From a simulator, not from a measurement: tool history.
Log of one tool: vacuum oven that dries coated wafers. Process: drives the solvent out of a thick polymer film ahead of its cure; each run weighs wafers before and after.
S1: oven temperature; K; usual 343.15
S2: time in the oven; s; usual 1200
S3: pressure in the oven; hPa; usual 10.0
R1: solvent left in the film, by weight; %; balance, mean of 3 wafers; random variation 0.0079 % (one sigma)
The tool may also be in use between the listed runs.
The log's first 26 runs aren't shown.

run,hour,S1,S2,S3,R1
27,1001.5,343.15,1800,25.3,1.513
28,1039.9,355.15,1620,25.4,0.651
29,1063.2,357.15,660,6.6,2.115
30,1091.0,357.15,660,6.6,2.096
31,1136.9,329.15,1620,30.6,4.453
32,1185.5,330.15,1200,10.0,4.647
33,1237.4,330.15,1200,10.0,4.666
34,1277.3,330.15,1200,10.0,4.659
35,1317.2,347.15,1440,19.7,1.401
36,1346.8,347.15,1320,31.7,1.851

4 ways to go on from here, each from the tool as it stands after run 36. What would each give?
A,1399.9,347.15,1320,23.2,?
B,1399.9,343.15,1200,10.0,?
C,1399.9,343.15,780,7.8,?
D,1399.9,343.15,1200,15.0,?

run,R1
A,1.664
B,2.245
C,3.765
D,2.372
Without the tool's hidden state the same runs would have given:
run,R1
A,1.737
B,2.336
C,3.876
D,2.465
